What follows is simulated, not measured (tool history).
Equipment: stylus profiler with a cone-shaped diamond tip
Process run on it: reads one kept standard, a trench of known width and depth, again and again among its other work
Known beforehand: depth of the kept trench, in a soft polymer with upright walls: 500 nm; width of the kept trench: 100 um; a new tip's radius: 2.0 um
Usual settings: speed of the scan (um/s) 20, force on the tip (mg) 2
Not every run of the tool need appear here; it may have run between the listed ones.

run,day,speed of the scan (um/s),force on the tip (mg),depth of the trench (nm),width of the trench's floor (um)
1,0,20,2,503.35,96.78
2,3.721,20,2,503.21,96.7
3,9.217,20,2,503.42,96.63
4,12.033,20,2,503.32,96.51
5,16.004,20,2,503.65,96.43
6,18.954,20,2,503.43,96.35
7,21.521,6,2,503.69,96.45
8,25.996,20,1.94,503.72,96.23
9,30.825,20,1.94,503.7,96.17
10,34.975,20,1.94,504,96.08
# day 35.371: height scale calibrated on a step standard
11,40.638,20,2,504.41,96.06
12,44.888,12,0.86,503.07,95.99
13,48.267,7,1.21,503.78,95.92
14,54.242,7,1.21,503.77,95.86
15,57.75,20,3.19,505.54,95.78
16,63.025,20,3.19,505.93,95.67
17,68.596,7,5.45,507.66,95.63
# day 70.817: height scale calibrated on a step standard, once more
18,73.208,16,2.5,503.18,95.57
# day 73.688: new tip fitted, height scale calibrated
19,79.112,36,0.82,501.51,96.92
20,83.454,36,0.79,501.84,96.82
21,89.55,65,4.95,505.63,96.72

Alternative continuations, all from the tool just after run 21; predict every row:
A,92.2,6,1,?,?
B,92.2,65,0.8,?,?
C,92.2,36,4.72,?,?
D,92.2,20,1.03,?,?
E,92.2,20,2.01,?,?

run,depth of the trench (nm),width of the trench's floor (um)
A,502.02,96.93
B,501.73,96.38
C,505.4,96.8
D,502.18,96.82
E,503.01,96.88
Without the tool's unlogged condition, the same runs would have read:
run,depth of the trench (nm),width of the trench's floor (um)
A,501.73,97.34
B,501.44,96.79
C,505.11,97.21
D,501.89,97.23
E,502.72,97.29
